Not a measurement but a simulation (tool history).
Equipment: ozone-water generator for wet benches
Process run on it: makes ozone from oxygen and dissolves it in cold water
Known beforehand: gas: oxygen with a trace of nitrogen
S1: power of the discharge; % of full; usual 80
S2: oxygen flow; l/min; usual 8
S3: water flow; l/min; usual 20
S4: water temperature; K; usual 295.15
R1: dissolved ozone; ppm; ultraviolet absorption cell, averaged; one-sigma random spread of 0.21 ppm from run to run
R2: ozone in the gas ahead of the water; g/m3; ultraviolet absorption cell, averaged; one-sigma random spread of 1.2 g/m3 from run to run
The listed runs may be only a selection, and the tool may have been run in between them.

{"run": 1, "day": 0.0, "S1": 80, "S2": 8, "S3": 20, "S4": 295.15, "R1": 27.1, "R2": 192.6}
{"run": 2, "day": 5.171, "S1": 80, "S2": 8, "S3": 20, "S4": 295.15, "R1": 26.6, "R2": 193.1}
{"run": 3, "day": 10.083, "S1": 80, "S2": 8, "S3": 20, "S4": 295.15, "R1": 26.8, "R2": 192.1}
{"run": 4, "day": 15.346, "S1": 80, "S2": 8, "S3": 20, "S4": 295.15, "R1": 26.8, "R2": 191.3}
{"run": 5, "day": 24.45, "S1": 61, "S2": 8, "S3": 20, "S4": 295.15, "R1": 23.2, "R2": 167.4}
{"run": 6, "day": 30.388, "S1": 61, "S2": 8, "S3": 20, "S4": 295.15, "R1": 23.2, "R2": 166.4}
{"run": 7, "day": 35.946, "S1": 43, "S2": 4.33, "S3": 17, "S4": 293.15, "R1": 24.1, "R2": 202.9}
{"day": 36.729, "done": "water thermometer calibrated"}
{"run": 8, "day": 40.842, "S1": 80, "S2": 9.61, "S3": 20, "S4": 295.15, "R1": 25.3, "R2": 167.7}
{"run": 9, "day": 48.021, "S1": 88, "S2": 4.78, "S3": 24, "S4": 295.15, "R1": 25.7, "R2": 266.2}
{"run": 10, "day": 54.404, "S1": 80, "S2": 8, "S3": 16, "S4": 295.15, "R1": 29, "R2": 185.6}

What if the next run were any one of these 3? Each begins from the tool's condition after run 10:
{"run": "A", "day": 63.767, "S1": 90, "S2": 8, "S3": 20, "S4": 295.15, "R1": "?", "R2": "?"}
{"run": "B", "day": 63.767, "S1": 51, "S2": 8, "S3": 21, "S4": 293.15, "R1": "?", "R2": "?"}
{"run": "C", "day": 63.767, "S1": 69, "S2": 7.32, "S3": 20, "S4": 295.15, "R1": "?", "R2": "?"}

run=A R1=27.4 R2=195.4
run=B R1=20.9 R2=149.1
run=C R1=24.2 R2=181.5
With the hidden condition removed and each run's random variation left untouched, the same runs would have given:
run=A R1=33.9 R2=236.9
run=B R1=24.5 R2=171.8
run=C R1=29.3 R2=215
